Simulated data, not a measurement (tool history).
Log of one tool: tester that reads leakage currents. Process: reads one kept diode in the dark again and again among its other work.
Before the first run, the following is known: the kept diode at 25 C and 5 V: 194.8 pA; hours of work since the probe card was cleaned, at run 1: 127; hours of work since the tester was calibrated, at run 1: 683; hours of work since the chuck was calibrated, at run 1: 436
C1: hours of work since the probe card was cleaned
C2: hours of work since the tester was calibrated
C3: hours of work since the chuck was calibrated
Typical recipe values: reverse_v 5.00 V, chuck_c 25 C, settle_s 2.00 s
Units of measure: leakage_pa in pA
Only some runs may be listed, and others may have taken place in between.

Run 1, hour 0.0: usual settings; C1 127; C2 683; C3 436. Result: leakage_pa 187.02 pA.
Run 2, hour 77.5: usual settings; C1 173; C2 729; C3 482. Result: leakage_pa 186.98 pA.
Run 3, hour 124.4: usual settings; C1 200; C2 756; C3 509. Result: leakage_pa 186.28 pA.
Run 4, hour 201.2: usual settings; C1 245; C2 801; C3 554. Result: leakage_pa 185.42 pA.
Run 5, hour 273.1: usual settings but reverse_v 4.43 V; C1 287; C2 843; C3 596. Result: leakage_pa 173.39 pA.
Run 6, hour 323.3: usual settings but reverse_v 4.43 V; C1 316; C2 872; C3 625. Result: leakage_pa 174.63 pA.
Run 7, hour 372.0: usual settings but reverse_v 4.43 V; C1 345; C2 901; C3 654. Result: leakage_pa 173.63 pA.
Run 8, hour 457.1: usual settings but reverse_v 4.43 V; C1 394; C2 951; C3 704. Result: leakage_pa 173.48 pA.
Run 9, hour 529.0: usual settings but reverse_v 4.43 V; C1 436; C2 993; C3 746. Result: leakage_pa 172.22 pA.
At hour 537.9: tester calibrated.
Run 10, hour 610.5: usual settings but reverse_v 4.43 V; C1 483; C2 42; C3 792. Result: leakage_pa 172.21 pA.
Run 11, hour 687.9: usual settings but reverse_v 4.43 V; C1 528; C2 88; C3 837. Result: leakage_pa 171.71 pA.
At hour 713.8: tester calibrated, once more.
Run 12, hour 728.3: usual settings but reverse_v 5.32 V, settle_s 7.62 s; C1 550; C2 8; C3 860. Result: leakage_pa 185.60 pA.
Run 13, hour 781.8: usual settings but settle_s 4.86 s; C1 582; C2 40; C3 891. Result: leakage_pa 180.42 pA.
Run 14, hour 859.1: usual settings but settle_s 4.86 s; C1 627; C2 85; C3 936. Result: leakage_pa 179.42 pA.
Run 15, hour 902.0: usual settings but reverse_v 11.84 V, settle_s 4.86 s; C1 652; C2 110; C3 961. Result: leakage_pa 270.09 pA.
Run 16, hour 979.1: usual settings but reverse_v 11.84 V, settle_s 4.86 s; C1 697; C2 155; C3 1006. Result: leakage_pa 268.73 pA.
Run 17, hour 1025.3: usual settings but chuck_c 57 C, settle_s 1.21 s; C1 724; C2 182; C3 1033. Result: leakage_pa 2761.61 pA.

Alternative continuations, all from the tool just after run 17; predict every row:
Run A, hour 1085.2: usual settings but reverse_v 14.46 V, chuck_c 34 C; C1 759; C2 217; C3 1068. Result: leakage_pa ?.
Run B, hour 1085.2: usual settings but chuck_c 37 C, settle_s 0.83 s; C1 759; C2 217; C3 1068. Result: leakage_pa ?.
Run C, hour 1085.2: usual settings but settle_s 1.62 s; C1 759; C2 217; C3 1068. Result: leakage_pa ?.

run  leakage_pa
  A      673.89
  B      527.92
  C      178.59
The same runs, with their run-to-run variation unchanged, on a tool lacking any hidden condition would have given:
run  leakage_pa
  A      739.90
  B      584.12
  C      196.32
